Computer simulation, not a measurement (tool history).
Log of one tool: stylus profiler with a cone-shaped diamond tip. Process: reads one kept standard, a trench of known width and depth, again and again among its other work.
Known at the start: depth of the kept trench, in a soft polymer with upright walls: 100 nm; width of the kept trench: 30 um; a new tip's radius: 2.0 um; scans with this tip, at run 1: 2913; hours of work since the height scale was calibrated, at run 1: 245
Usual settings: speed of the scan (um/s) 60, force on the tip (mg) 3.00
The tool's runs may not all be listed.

run	hour	speed of the scan (um/s)	force on the tip (mg)	scans with this tip	hours of work since the height scale was calibrated	depth of the trench (nm)	width of the trench's floor (µm)
1	0.0	60	3.00	2913	245	101.42	28.33
2	64.6	60	2.37	3455	290	101.21	28.34
3	131.5	60	3.00	4018	338	101.38	28.36
4	194.9	43	3.00	4551	383	101.38	28.37
5	243.9	43	3.00	4962	417	101.37	28.33
6	311.8	60	4.50	5534	465	101.83	28.30
7	378.9	60	4.50	6097	512	101.80	28.28
8	417.9	60	4.50	6426	540	101.80	28.26
9	464.3	60	4.50	6815	573	101.80	28.28
10	530.4	60	3.00	7371	620	101.36	28.22
11	592.2	19	3.00	7891	663	101.33	28.35
12	637.7	16	3.00	8273	695	101.34	28.42
13	684.1	60	2.72	8663	728	101.25	28.14
14	754.7	60	2.72	9257	778	101.24	28.16
15	826.8	24	3.00	9863	829	101.32	28.27
16	856.2	60	3.00	10110	850	101.33	28.08
# hour 863.0: height scale calibrated on a step standard
17	913.3	60	3.00	10585	36	101.27	28.15
18	975.3	60	3.00	11107	79	101.27	28.07
19	1014.6	60	3.00	11437	107	101.27	28.07
20	1046.3	60	2.10	11704	130	100.98	28.03
21	1080.1	60	4.28	11988	153	101.63	28.09
22	1131.6	199	5.55	12420	190	101.96	27.66
23	1174.0	199	5.55	12777	220	101.97	27.68
# hour 1221.9: height scale calibrated on a step standard, once more
24	1227.1	29	7.24	13219	4	102.61	28.18
25	1284.4	43	1.29	13701	44	100.84	28.01

The next listed run, before its measurement:
26	1330.2	43	1.29	14085	77	?	?

Run 26 gave depth of the trench (nm) 100.84, width of the trench's floor (µm) 27.97.
Without the tool's hidden state the same run would have given depth of the trench (nm) 100.81, width of the trench's floor (µm) 28.44.
